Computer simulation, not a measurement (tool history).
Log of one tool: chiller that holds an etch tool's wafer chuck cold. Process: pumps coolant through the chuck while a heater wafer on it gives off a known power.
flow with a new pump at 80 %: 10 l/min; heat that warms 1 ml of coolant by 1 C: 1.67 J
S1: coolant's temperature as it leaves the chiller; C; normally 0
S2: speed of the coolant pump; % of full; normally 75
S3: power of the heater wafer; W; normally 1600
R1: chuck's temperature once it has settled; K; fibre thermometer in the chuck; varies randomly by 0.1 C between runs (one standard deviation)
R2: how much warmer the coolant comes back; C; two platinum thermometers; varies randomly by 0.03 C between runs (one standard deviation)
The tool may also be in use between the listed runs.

{"run": 1, "hour": 0.0, "S1": 0, "S2": 75, "S3": 1600, "R1": 295.55, "R2": 6.32}
{"run": 2, "hour": 29.6, "S1": 0, "S2": 75, "S3": 1600, "R1": 295.45, "R2": 6.31}
{"run": 3, "hour": 68.9, "S1": 0, "S2": 75, "S3": 1751, "R1": 297.75, "R2": 6.97}
{"run": 4, "hour": 117.5, "S1": 0, "S2": 75, "S3": 1751, "R1": 297.55, "R2": 6.89}
{"run": 5, "hour": 162.8, "S1": 0, "S2": 75, "S3": 1751, "R1": 297.75, "R2": 6.91}
{"run": 6, "hour": 225.3, "S1": -2, "S2": 75, "S3": 1600, "R1": 293.65, "R2": 6.31}
{"run": 7, "hour": 264.1, "S1": -5, "S2": 75, "S3": 1600, "R1": 290.65, "R2": 6.26}
{"run": 8, "hour": 303.4, "S1": -5, "S2": 75, "S3": 1600, "R1": 290.75, "R2": 6.29}
{"run": 9, "hour": 368.2, "S1": -5, "S2": 75, "S3": 1600, "R1": 290.75, "R2": 6.34}
{"run": 10, "hour": 437.0, "S1": -2, "S2": 75, "S3": 1600, "R1": 293.55, "R2": 6.33}
{"run": 11, "hour": 501.2, "S1": -2, "S2": 75, "S3": 1600, "R1": 293.85, "R2": 6.36}
{"run": 12, "hour": 531.2, "S1": 0, "S2": 75, "S3": 1600, "R1": 295.55, "R2": 6.29}
{"run": 13, "hour": 587.8, "S1": 0, "S2": 75, "S3": 1600, "R1": 295.65, "R2": 6.34}
{"run": 14, "hour": 626.2, "S1": 0, "S2": 75, "S3": 1600, "R1": 295.55, "R2": 6.34}
{"run": 15, "hour": 666.2, "S1": 0, "S2": 75, "S3": 1600, "R1": 295.65, "R2": 6.33}

Run 16 is up next; what results do you expect?
{"run": 16, "hour": 697.2, "S1": 0, "S2": 75, "S3": 1485, "R1": "?", "R2": "?"}

{"run 16": {"R1": 294.25, "R2": 5.86}}
The same run, on a tool lacking any hidden state, would have yielded R1 293.45 K, R2 5.72 C.
